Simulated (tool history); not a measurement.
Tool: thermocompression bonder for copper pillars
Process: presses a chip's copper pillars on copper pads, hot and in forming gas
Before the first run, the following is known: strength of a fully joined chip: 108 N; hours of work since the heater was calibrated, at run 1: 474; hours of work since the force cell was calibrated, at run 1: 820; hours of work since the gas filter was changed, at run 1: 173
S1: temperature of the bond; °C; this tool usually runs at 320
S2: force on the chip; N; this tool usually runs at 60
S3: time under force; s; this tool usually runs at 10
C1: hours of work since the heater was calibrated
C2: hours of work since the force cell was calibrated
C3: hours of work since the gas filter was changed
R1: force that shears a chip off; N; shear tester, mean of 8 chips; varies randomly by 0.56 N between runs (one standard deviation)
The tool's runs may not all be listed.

{"run": 1, "hour": 0.0, "S1": 320, "S2": 60, "S3": 10, "C1": 474, "C2": 820, "C3": 173, "R1": 58.2}
{"run": 2, "hour": 9.1, "S1": 320, "S2": 47, "S3": 10, "C1": 480, "C2": 826, "C3": 178, "R1": 47.9}
{"run": 3, "hour": 25.5, "S1": 320, "S2": 47, "S3": 10, "C1": 490, "C2": 836, "C3": 189, "R1": 48}
{"run": 4, "hour": 33.4, "S1": 332, "S2": 60, "S3": 10, "C1": 495, "C2": 841, "C3": 193, "R1": 62}
{"run": 5, "hour": 51.5, "S1": 342, "S2": 60, "S3": 10, "C1": 506, "C2": 853, "C3": 205, "R1": 66.3}
{"run": 6, "hour": 61.1, "S1": 342, "S2": 60, "S3": 10, "C1": 512, "C2": 859, "C3": 211, "R1": 66.3}
{"run": 7, "hour": 76.3, "S1": 342, "S2": 60, "S3": 10, "C1": 521, "C2": 868, "C3": 220, "R1": 64.9}
{"run": 8, "hour": 87.5, "S1": 342, "S2": 60, "S3": 10, "C1": 528, "C2": 875, "C3": 227, "R1": 66.1}
{"run": 9, "hour": 96.5, "S1": 303, "S2": 60, "S3": 10, "C1": 534, "C2": 881, "C3": 233, "R1": 47.7}
{"run": 10, "hour": 105.4, "S1": 333, "S2": 60, "S3": 10, "C1": 540, "C2": 886, "C3": 238, "R1": 61.7}
{"run": 11, "hour": 115.1, "S1": 333, "S2": 60, "S3": 10, "C1": 546, "C2": 892, "C3": 244, "R1": 60.9}
{"run": 12, "hour": 125.8, "S1": 320, "S2": 60, "S3": 10, "C1": 552, "C2": 899, "C3": 251, "R1": 55.3}
{"run": 13, "hour": 143.0, "S1": 320, "S2": 60, "S3": 10, "C1": 563, "C2": 910, "C3": 262, "R1": 55.5}
{"run": 14, "hour": 154.8, "S1": 320, "S2": 60, "S3": 10, "C1": 570, "C2": 917, "C3": 269, "R1": 55.2}
{"run": 15, "hour": 171.4, "S1": 345, "S2": 60, "S3": 10, "C1": 581, "C2": 927, "C3": 280, "R1": 66.7}
{"run": 16, "hour": 188.5, "S1": 320, "S2": 60, "S3": 16, "C1": 591, "C2": 938, "C3": 290, "R1": 64}
{"run": 17, "hour": 197.3, "S1": 320, "S2": 60, "S3": 16, "C1": 597, "C2": 944, "C3": 296, "R1": 63.3}
{"run": 18, "hour": 216.7, "S1": 319, "S2": 39, "S3": 16, "C1": 609, "C2": 956, "C3": 308, "R1": 48.7}
{"run": 19, "hour": 228.1, "S1": 311, "S2": 48, "S3": 9, "C1": 616, "C2": 963, "C3": 315, "R1": 42.5}
{"run": 20, "hour": 240.3, "S1": 320, "S2": 76, "S3": 8, "C1": 624, "C2": 970, "C3": 323, "R1": 57.5}
{"run": 21, "hour": 251.4, "S1": 320, "S2": 39, "S3": 8, "C1": 631, "C2": 977, "C3": 330, "R1": 37.7}
{"run": 22, "hour": 264.5, "S1": 320, "S2": 39, "S3": 8, "C1": 639, "C2": 985, "C3": 338, "R1": 37.9}
{"run": 23, "hour": 277.3, "S1": 320, "S2": 39, "S3": 8, "C1": 647, "C2": 993, "C3": 346, "R1": 38.1}
{"run": 24, "hour": 287.3, "S1": 320, "S2": 39, "S3": 8, "C1": 653, "C2": 1000, "C3": 352, "R1": 38.1}
{"run": 25, "hour": 296.6, "S1": 320, "S2": 39, "S3": 8, "C1": 659, "C2": 1006, "C3": 358, "R1": 37.1}
{"hour": 298.2, "done": "forming gas filter changed"}
{"run": 26, "hour": 311.6, "S1": 349, "S2": 54, "S3": 10, "C1": 668, "C2": 1015, "C3": 8, "R1": 71}
{"run": 27, "hour": 323.1, "S1": 320, "S2": 47, "S3": 13, "C1": 675, "C2": 1022, "C3": 16, "R1": 57.5}
{"run": 28, "hour": 340.0, "S1": 320, "S2": 47, "S3": 13, "C1": 686, "C2": 1032, "C3": 26, "R1": 57.2}
{"run": 29, "hour": 349.7, "S1": 290, "S2": 56, "S3": 10, "C1": 692, "C2": 1038, "C3": 32, "R1": 41.5}
{"run": 30, "hour": 366.8, "S1": 293, "S2": 45, "S3": 30, "C1": 702, "C2": 1049, "C3": 43, "R1": 56.5}
{"run": 31, "hour": 384.8, "S1": 293, "S2": 89, "S3": 30, "C1": 714, "C2": 1060, "C3": 54, "R1": 81.3}
{"run": 32, "hour": 396.1, "S1": 326, "S2": 41, "S3": 12, "C1": 721, "C2": 1067, "C3": 61, "R1": 53.4}
{"run": 33, "hour": 415.5, "S1": 316, "S2": 49, "S3": 21, "C1": 733, "C2": 1079, "C3": 73, "R1": 63.9}
{"run": 34, "hour": 432.5, "S1": 316, "S2": 49, "S3": 21, "C1": 743, "C2": 1090, "C3": 84, "R1": 64.9}

Consider 5 possible next runs. They are alternatives, not a sequence: every one starts from the tool as it was left by run 34. What does each give?
{"run": "A", "hour": 443.1, "S1": 305, "S2": 61, "S3": 22, "C1": 750, "C2": 1097, "C3": 90, "R1": "?"}
{"run": "B", "hour": 443.1, "S1": 330, "S2": 61, "S3": 21, "C1": 750, "C2": 1097, "C3": 90, "R1": "?"}
{"run": "C", "hour": 443.1, "S1": 334, "S2": 49, "S3": 14, "C1": 750, "C2": 1097, "C3": 90, "R1": "?"}
{"run": "D", "hour": 443.1, "S1": 333, "S2": 52, "S3": 29, "C1": 750, "C2": 1097, "C3": 90, "R1": "?"}
{"run": "E", "hour": 443.1, "S1": 304, "S2": 48, "S3": 24, "C1": 750, "C2": 1097, "C3": 90, "R1": "?"}

run=A R1=68.2
run=B R1=78
run=C R1=65.8
run=D R1=81.8
run=E R1=59.9
With no hidden state in the tool, these same runs would have given:
run=A R1=66.3
run=B R1=76.8
run=C R1=64
run=D R1=80.7
run=E R1=57.8
